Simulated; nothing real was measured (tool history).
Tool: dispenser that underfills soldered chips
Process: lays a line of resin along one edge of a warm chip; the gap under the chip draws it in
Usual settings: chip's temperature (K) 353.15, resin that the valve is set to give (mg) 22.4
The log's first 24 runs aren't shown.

run	hour	chip's temperature (K)	resin that the valve is set to give (mg)	time until the resin shows at the far edge (s)	resin that the valve gave (mg)
# hour 104.0: new syringe of resin
25	109.1	347.15	25.1	292.1	24.27
# hour 112.5: new syringe of resin
# hour 114.7: dispensing valve cleaned and set on the balance
26	115.0	343.15	20.8	300.6	20.68
27	118.7	343.15	20.8	350.9	20.67
# hour 121.8: new syringe of resin
28	123.6	343.15	20.8	300.0	20.66
29	127.0	340.15	22.0	384.8	21.92
# hour 130.0: new syringe of resin
30	130.3	340.15	21.2	321.7	20.91
31	133.9	340.15	27.1	357.8	26.78
32	136.9	350.15	23.9	283.6	23.59
# hour 138.3: new syringe of resin
33	142.7	344.15	20.1	328.2	19.76
# hour 146.5: new syringe of resin
34	146.5	354.15	22.2	191.3	21.83
35	151.2	354.15	22.2	229.5	21.78

Forecast each of these 3 alternatives for the next run:
# hour 154.7: new syringe of resin
A	156.0	345.15	25.5	?	?
# hour 154.7: new syringe of resin
B	156.0	345.15	27.6	?	?
# hour 154.7: new syringe of resin
C	156.0	349.15	22.4	?	?

run	time until the resin shows at the far edge (s)	resin that the valve gave (mg)
A	267.6	24.83
B	265.3	26.86
C	236.8	21.87
Without the tool's hidden state the same runs would have given:
run	time until the resin shows at the far edge (s)	resin that the valve gave (mg)
A	250.4	25.37
B	248.3	27.45
C	221.4	22.36

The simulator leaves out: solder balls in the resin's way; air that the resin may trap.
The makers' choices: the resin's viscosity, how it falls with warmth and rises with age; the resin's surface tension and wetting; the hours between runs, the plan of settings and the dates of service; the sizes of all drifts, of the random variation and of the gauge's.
